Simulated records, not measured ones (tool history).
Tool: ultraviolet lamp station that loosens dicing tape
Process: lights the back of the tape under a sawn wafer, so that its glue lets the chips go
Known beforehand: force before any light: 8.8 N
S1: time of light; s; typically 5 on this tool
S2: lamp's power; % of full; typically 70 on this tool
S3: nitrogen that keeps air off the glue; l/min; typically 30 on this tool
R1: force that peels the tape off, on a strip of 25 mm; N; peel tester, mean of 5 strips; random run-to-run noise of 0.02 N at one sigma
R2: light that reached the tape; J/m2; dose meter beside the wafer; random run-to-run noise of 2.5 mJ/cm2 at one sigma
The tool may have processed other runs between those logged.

run 1 hour=0.0 | S1=5 S2=70 S3=30 | R1=1.557 R2=2330
run 2 hour=16.7 | S1=5 S2=70 S3=30 | R1=1.582 R2=2310
run 3 hour=43.8 | S1=5 S2=70 S3=30 | R1=1.625 R2=2300
run 4 hour=58.4 | S1=5 S2=87 S3=30 | R1=1.124 R2=2820
-- hour=80.7 window cleaned of glue's vapour
run 5 hour=82.2 | S1=5 S2=87 S3=30 | R1=1.204 R2=2730
run 6 hour=107.8 | S1=5 S2=87 S3=30 | R1=1.269 R2=2720
run 7 hour=129.0 | S1=5 S2=87 S3=32 | R1=1.201 R2=2640
run 8 hour=153.2 | S1=5 S2=87 S3=32 | R1=1.192 R2=2650
run 9 hour=177.1 | S1=5 S2=64 S3=30 | R1=2.115 R2=1930
run 10 hour=201.8 | S1=5 S2=64 S3=30 | R1=2.032 R2=1900
run 11 hour=232.5 | S1=5 S2=94 S3=30 | R1=1.100 R2=2760
-- hour=250.1 window cleaned of glue's vapour, once more
run 12 hour=260.2 | S1=5 S2=94 S3=30 | R1=0.697 R2=3490
run 13 hour=272.9 | S1=5 S2=94 S3=30 | R1=0.722 R2=3510
run 14 hour=297.4 | S1=5 S2=94 S3=30 | R1=0.747 R2=3440
run 15 hour=321.2 | S1=5 S2=70 S3=30 | R1=1.358 R2=2540
run 16 hour=348.4 | S1=5 S2=70 S3=30 | R1=1.404 R2=2510
run 17 hour=368.9 | S1=5 S2=70 S3=30 | R1=1.379 R2=2460
run 18 hour=382.4 | S1=5 S2=60 S3=30 | R1=1.789 R2=2100
run 19 hour=408.3 | S1=5 S2=76 S3=30 | R1=1.200 R2=2670
run 20 hour=432.4 | S1=5 S2=70 S3=30 | R1=1.441 R2=2410
run 21 hour=460.0 | S1=5 S2=70 S3=30 | R1=1.457 R2=2390
run 22 hour=486.8 | S1=5 S2=70 S3=30 | R1=1.481 R2=2380

Forecast run 23:
run 23 hour=512.8 | S1=5 S2=89 S3=30 | R1=? R2=?

R1: 0.986 N
R2: 3050 J/m2
Minus the tool's unlogged condition, the same run would have read R1 0.578 N, R2 3920 J/m2.
